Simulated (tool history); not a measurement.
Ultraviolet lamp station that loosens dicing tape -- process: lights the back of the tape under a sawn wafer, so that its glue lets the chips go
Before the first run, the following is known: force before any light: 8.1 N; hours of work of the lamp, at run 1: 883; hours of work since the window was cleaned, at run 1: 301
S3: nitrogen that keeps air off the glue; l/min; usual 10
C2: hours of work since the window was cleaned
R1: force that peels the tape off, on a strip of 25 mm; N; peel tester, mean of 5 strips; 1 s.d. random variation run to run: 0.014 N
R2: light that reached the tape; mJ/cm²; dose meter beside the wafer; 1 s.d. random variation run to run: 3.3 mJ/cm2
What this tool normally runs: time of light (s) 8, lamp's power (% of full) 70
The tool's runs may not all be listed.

{"run": 1, "day": 0.0, "time of light (s)": 8, "lamp's power (% of full)": 70, "S3": 10, "hours of work of the lamp": 883, "C2": 301, "R1": 0.887, "R2": 454}
{"run": 2, "day": 0.929, "time of light (s)": 8, "lamp's power (% of full)": 70, "S3": 12, "hours of work of the lamp": 901, "C2": 319, "R1": 0.795, "R2": 446}
{"run": 3, "day": 2.254, "time of light (s)": 8, "lamp's power (% of full)": 70, "S3": 10, "hours of work of the lamp": 926, "C2": 344, "R1": 0.898, "R2": 450}
{"run": 4, "day": 3.221, "time of light (s)": 6, "lamp's power (% of full)": 70, "S3": 10, "hours of work of the lamp": 944, "C2": 362, "R1": 1.544, "R2": 329}
{"run": 5, "day": 4.233, "time of light (s)": 6, "lamp's power (% of full)": 70, "S3": 10, "hours of work of the lamp": 963, "C2": 381, "R1": 1.47, "R2": 329}
{"run": 6, "day": 5.079, "time of light (s)": 8, "lamp's power (% of full)": 70, "S3": 7, "hours of work of the lamp": 979, "C2": 397, "R1": 1.132, "R2": 440}
{"run": 7, "day": 6.008, "time of light (s)": 8, "lamp's power (% of full)": 70, "S3": 7, "hours of work of the lamp": 997, "C2": 415, "R1": 1.167, "R2": 443}
{"run": 8, "day": 6.8, "time of light (s)": 8, "lamp's power (% of full)": 70, "S3": 7, "hours of work of the lamp": 1012, "C2": 430, "R1": 1.155, "R2": 443}
{"run": 9, "day": 7.725, "time of light (s)": 8, "lamp's power (% of full)": 70, "S3": 7, "hours of work of the lamp": 1029, "C2": 447, "R1": 1.188, "R2": 440}
{"run": 10, "day": 8.804, "time of light (s)": 8, "lamp's power (% of full)": 70, "S3": 7, "hours of work of the lamp": 1050, "C2": 467, "R1": 1.184, "R2": 435}
{"run": 11, "day": 9.558, "time of light (s)": 8, "lamp's power (% of full)": 64, "S3": 10, "hours of work of the lamp": 1064, "C2": 482, "R1": 1.143, "R2": 397}
{"run": 12, "day": 10.862, "time of light (s)": 9, "lamp's power (% of full)": 70, "S3": 10, "hours of work of the lamp": 1089, "C2": 506, "R1": 0.775, "R2": 486}
{"run": 13, "day": 11.717, "time of light (s)": 9, "lamp's power (% of full)": 70, "S3": 10, "hours of work of the lamp": 1105, "C2": 523, "R1": 0.761, "R2": 483}
{"run": 14, "day": 12.954, "time of light (s)": 8, "lamp's power (% of full)": 64, "S3": 10, "hours of work of the lamp": 1128, "C2": 546, "R1": 1.157, "R2": 393}
{"run": 15, "day": 14.442, "time of light (s)": 8, "lamp's power (% of full)": 64, "S3": 10, "hours of work of the lamp": 1156, "C2": 574, "R1": 1.169, "R2": 390}
{"run": 16, "day": 15.142, "time of light (s)": 8, "lamp's power (% of full)": 64, "S3": 10, "hours of work of the lamp": 1170, "C2": 587, "R1": 1.2, "R2": 385}
{"run": 17, "day": 16.725, "time of light (s)": 8, "lamp's power (% of full)": 64, "S3": 10, "hours of work of the lamp": 1200, "C2": 617, "R1": 1.204, "R2": 384}
{"day": 17.262, "done": "window cleaned of glue's vapour"}
{"run": 18, "day": 17.604, "time of light (s)": 8, "lamp's power (% of full)": 75, "S3": 10, "hours of work of the lamp": 1216, "C2": 6, "R1": 0.97, "R2": 436}
{"run": 19, "day": 18.904, "time of light (s)": 8, "lamp's power (% of full)": 75, "S3": 10, "hours of work of the lamp": 1240, "C2": 31, "R1": 0.943, "R2": 437}
{"run": 20, "day": 20.129, "time of light (s)": 8, "lamp's power (% of full)": 75, "S3": 10, "hours of work of the lamp": 1264, "C2": 54, "R1": 0.975, "R2": 438}
{"run": 21, "day": 21.133, "time of light (s)": 8, "lamp's power (% of full)": 63, "S3": 8, "hours of work of the lamp": 1283, "C2": 73, "R1": 1.608, "R2": 362}
{"run": 22, "day": 22.179, "time of light (s)": 9, "lamp's power (% of full)": 75, "S3": 9, "hours of work of the lamp": 1302, "C2": 93, "R1": 0.84, "R2": 484}
{"day": 22.858, "done": "window cleaned of glue's vapour, once more"}
{"run": 23, "day": 23.067, "time of light (s)": 9, "lamp's power (% of full)": 75, "S3": 9, "hours of work of the lamp": 1319, "C2": 4, "R1": 0.667, "R2": 526}
{"run": 24, "day": 23.762, "time of light (s)": 9, "lamp's power (% of full)": 75, "S3": 9, "hours of work of the lamp": 1332, "C2": 17, "R1": 0.736, "R2": 524}
{"run": 25, "day": 24.696, "time of light (s)": 4, "lamp's power (% of full)": 87, "S3": 4, "hours of work of the lamp": 1350, "C2": 35, "R1": 2.869, "R2": 270}
{"run": 26, "day": 25.846, "time of light (s)": 13, "lamp's power (% of full)": 78, "S3": 13, "hours of work of the lamp": 1371, "C2": 56, "R1": 0.217, "R2": 779}
{"run": 27, "day": 27.212, "time of light (s)": 13, "lamp's power (% of full)": 78, "S3": 13, "hours of work of the lamp": 1397, "C2": 82, "R1": 0.214, "R2": 781}
{"run": 28, "day": 28.688, "time of light (s)": 13, "lamp's power (% of full)": 78, "S3": 13, "hours of work of the lamp": 1425, "C2": 110, "R1": 0.234, "R2": 774}
{"run": 29, "day": 29.379, "time of light (s)": 13, "lamp's power (% of full)": 78, "S3": 10, "hours of work of the lamp": 1438, "C2": 123, "R1": 0.27, "R2": 782}
{"run": 30, "day": 30.812, "time of light (s)": 7, "lamp's power (% of full)": 69, "S3": 6, "hours of work of the lamp": 1465, "C2": 150, "R1": 1.691, "R2": 370}

Pick out some run-to-run changes in R1. Of each, how much would a tool without hidden state show as well, from the settings, what came in and chance, and how much is left for the hidden state and any gauge scatter not in both results compared?
Unlogged tool condition in this case: lamp's light, % of a new lamp's; light that the window lets through, % of a clean one's; drift of the gauge itself on peel_n, %; drift of the gauge itself on dose_mj_cm2, %.
Run 24 -> 25: time of light (s) 9 -> 4, lamp's power (% of full) 75 -> 87, S3 9 -> 4. R1 +2.133 N: hidden state +0.269, all else +1.864.
Run 25 -> 26: time of light (s) 4 -> 13, lamp's power (% of full) 87 -> 78, S3 4 -> 13. R1 -2.652 N: hidden state -0.452, all else -2.2.
Run 29 -> 30: time of light (s) 13 -> 7, lamp's power (% of full) 78 -> 69, S3 10 -> 6. R1 +1.421 N: hidden state +0.397, all else +1.024.

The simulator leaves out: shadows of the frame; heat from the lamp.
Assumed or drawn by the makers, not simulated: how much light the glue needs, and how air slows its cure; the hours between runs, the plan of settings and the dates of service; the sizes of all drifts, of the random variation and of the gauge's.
